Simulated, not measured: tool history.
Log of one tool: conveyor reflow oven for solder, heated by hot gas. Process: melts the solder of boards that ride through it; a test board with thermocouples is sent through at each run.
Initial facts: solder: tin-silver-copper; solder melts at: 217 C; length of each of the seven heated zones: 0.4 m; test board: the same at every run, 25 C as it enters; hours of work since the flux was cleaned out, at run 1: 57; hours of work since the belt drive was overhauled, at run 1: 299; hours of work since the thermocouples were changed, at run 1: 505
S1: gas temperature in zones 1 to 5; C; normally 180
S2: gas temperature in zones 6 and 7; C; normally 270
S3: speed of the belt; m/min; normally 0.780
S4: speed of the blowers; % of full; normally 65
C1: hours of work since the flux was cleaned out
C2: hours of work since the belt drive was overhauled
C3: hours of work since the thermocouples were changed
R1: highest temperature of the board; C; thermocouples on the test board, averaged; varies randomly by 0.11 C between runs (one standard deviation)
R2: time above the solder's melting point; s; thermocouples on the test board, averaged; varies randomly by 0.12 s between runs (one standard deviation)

run,hour,S1,S2,S3,S4,C1,C2,C3,R1,R2
1,0.0,180,270,0.780,65,57,299,505,256.6,50.4
2,15.9,180,270,0.780,65,66,308,514,256.6,50.7
3,32.7,180,270,0.780,56,76,317,524,254.7,48.9
4,51.9,180,270,0.757,56,87,328,535,255.4,51.3
5,68.5,180,270,0.757,56,97,338,545,255.5,51.1
6,79.5,180,270,0.780,65,103,344,551,256.7,50.6
7,94.1,180,270,0.780,65,111,352,559,256.5,50.4
8,107.3,180,270,0.780,65,119,360,567,256.6,50.3
9,123.3,180,270,0.780,65,128,369,576,256.7,50.6
10,138.2,180,270,0.780,65,137,378,585,256.5,50.6
11,148.9,180,270,0.780,65,143,384,591,256.7,50.4
12,172.4,192,270,0.780,65,156,397,604,258.5,55.4
13,190.8,192,268,0.780,65,167,408,615,256.5,54.5
14,205.0,192,268,0.780,65,175,416,623,256.7,54.5
# hour 218.0: flux residue cleaned out of gas plates and filters
15,230.5,192,268,0.780,65,7,428,635,256.9,54.8
16,248.8,189,260,0.774,53,18,438,645,247.3,48.3
17,259.9,185,281,0.780,65,24,445,652,267.2,56.5
18,273.5,168,269,0.744,65,32,452,659,255.1,49.1
19,294.1,192,274,0.684,65,44,464,671,264.9,66.5
20,308.9,192,274,0.669,57,52,473,680,264.3,67.4
21,328.2,192,274,0.669,57,63,484,691,264.1,67.5
22,350.9,182,270,0.780,67,76,497,704,257.2,51.6
23,368.8,180,268,0.721,65,86,507,714,256.7,55.3
24,392.2,180,268,0.721,65,100,521,727,257.0,55.2
25,410.2,180,268,0.721,65,110,531,738,256.9,55.2
26,428.8,179,270,0.780,65,121,542,748,256.4,50.1
27,442.9,180,270,0.703,74,129,550,756,260.8,59.1
28,458.6,172,270,0.703,82,138,559,765,260.9,57.1
29,471.2,180,277,0.787,65,145,566,773,262.4,52.4
30,492.1,178,265,0.787,65,157,578,785,251.5,46.9

Describe how what the log doesn't record of the tool's condition differs between the last listed run preceding each entry between runs and the first listed run following it.
Between runs 14 and 15: flux residue cleaned out of gas plates and filters (hour 218.0)
  heat that the gas passes to the board, % of a clean oven's: 99.7 -> 100

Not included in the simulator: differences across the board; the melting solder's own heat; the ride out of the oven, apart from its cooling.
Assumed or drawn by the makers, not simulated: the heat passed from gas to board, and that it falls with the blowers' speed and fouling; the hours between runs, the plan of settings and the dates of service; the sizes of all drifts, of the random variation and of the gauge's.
